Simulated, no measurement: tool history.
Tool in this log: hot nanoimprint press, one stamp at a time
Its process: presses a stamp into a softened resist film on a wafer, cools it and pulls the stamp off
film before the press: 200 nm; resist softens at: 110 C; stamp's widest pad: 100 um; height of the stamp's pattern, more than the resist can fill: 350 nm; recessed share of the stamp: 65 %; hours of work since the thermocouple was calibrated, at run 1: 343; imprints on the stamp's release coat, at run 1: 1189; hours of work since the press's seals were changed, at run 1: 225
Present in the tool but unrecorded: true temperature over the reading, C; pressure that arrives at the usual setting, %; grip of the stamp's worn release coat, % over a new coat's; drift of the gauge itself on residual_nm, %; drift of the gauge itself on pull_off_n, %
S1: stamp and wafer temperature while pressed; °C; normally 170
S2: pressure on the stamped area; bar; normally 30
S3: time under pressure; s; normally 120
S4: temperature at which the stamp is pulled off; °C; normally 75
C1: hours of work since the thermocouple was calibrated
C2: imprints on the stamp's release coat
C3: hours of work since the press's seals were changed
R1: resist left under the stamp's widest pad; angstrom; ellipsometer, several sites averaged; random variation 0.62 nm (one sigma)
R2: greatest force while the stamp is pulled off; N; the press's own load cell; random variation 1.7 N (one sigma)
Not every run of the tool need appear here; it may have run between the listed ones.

| run | hour | S1 | S2 | S3 | S4 | C1 | C2 | C3 | R1 | R2 |
|---|---|---|---|---|---|---|---|---|---|---|
| 1 | 0 | 170 | 30 | 120 | 75 | 343 | 1189 | 225 | 981 | 106 |
| 2 | 9.9 | 176 | 30 | 120 | 75 | 348 | 1213 | 230 | 783 | 104 |
| 3 | 16.7 | 170 | 30 | 180 | 75 | 351 | 1229 | 233 | 857 | 106 |
| 4 | 26.1 | 180 | 30 | 120 | 75 | 356 | 1251 | 238 | 680 | 106 |
| 5 | 36 | 180 | 30 | 120 | 75 | 361 | 1275 | 243 | 670 | 104 |
| 6 | 42.4 | 180 | 30 | 120 | 75 | 364 | 1290 | 247 | 679 | 99 |
| 7 | 52.1 | 176 | 30 | 120 | 75 | 369 | 1313 | 252 | 768 | 103 |
| 8 | 60.9 | 176 | 30 | 120 | 75 | 374 | 1334 | 256 | 786 | 104 |
| 9 | 66.3 | 176 | 30 | 120 | 75 | 377 | 1347 | 259 | 785 | 102 |
| 10 | 73.5 | 159 | 25.4 | 120 | 75 | 380 | 1364 | 263 | 1552 | 102 |
| 11 | 83.2 | 159 | 25.4 | 120 | 75 | 385 | 1387 | 268 | 1544 | 104 |
|  | 90.7 | plate thermocouple calibrated |
| 12 | 95.3 | 177 | 30 | 66 | 75 | 2 | 1409 | 272 | 937 | 103 |
| 13 | 101.6 | 171 | 22.5 | 120 | 75 | 6 | 1424 | 276 | 1119 | 106 |
| 14 | 106.4 | 171 | 22.5 | 120 | 75 | 8 | 1435 | 278 | 1121 | 107 |
| 15 | 113.7 | 169 | 23.7 | 221 | 67 | 12 | 1453 | 282 | 971 | 121 |
| 16 | 122.1 | 169 | 23.7 | 221 | 67 | 16 | 1473 | 286 | 973 | 120 |
| 17 | 129.6 | 170 | 22.9 | 114 | 75 | 20 | 1491 | 290 | 1177 | 105 |

Branching from run 17: 4 alternative next runs. What would each branch give?
| A | 139.3 | 170 | 32.6 | 157 | 74 | 25 | 1514 | 295 | ? | ? |
| B | 139.3 | 174 | 22.9 | 121 | 68 | 25 | 1514 | 295 | ? | ? |
| C | 139.3 | 170 | 28.6 | 85 | 75 | 25 | 1514 | 295 | ? | ? |
| D | 139.3 | 170 | 30 | 120 | 75 | 25 | 1514 | 295 | ? | ? |

| run | R1 | R2 |
|---|---|---|
| A | 873 | 106 |
| B | 987 | 120 |
| C | 1127 | 106 |
| D | 998 | 107 |
With no hidden state in the tool, these same runs would have given:
| run | R1 | R2 |
|---|---|---|
| A | 871 | 94 |
| B | 989 | 106 |
| C | 1127 | 94 |
| D | 997 | 95 |

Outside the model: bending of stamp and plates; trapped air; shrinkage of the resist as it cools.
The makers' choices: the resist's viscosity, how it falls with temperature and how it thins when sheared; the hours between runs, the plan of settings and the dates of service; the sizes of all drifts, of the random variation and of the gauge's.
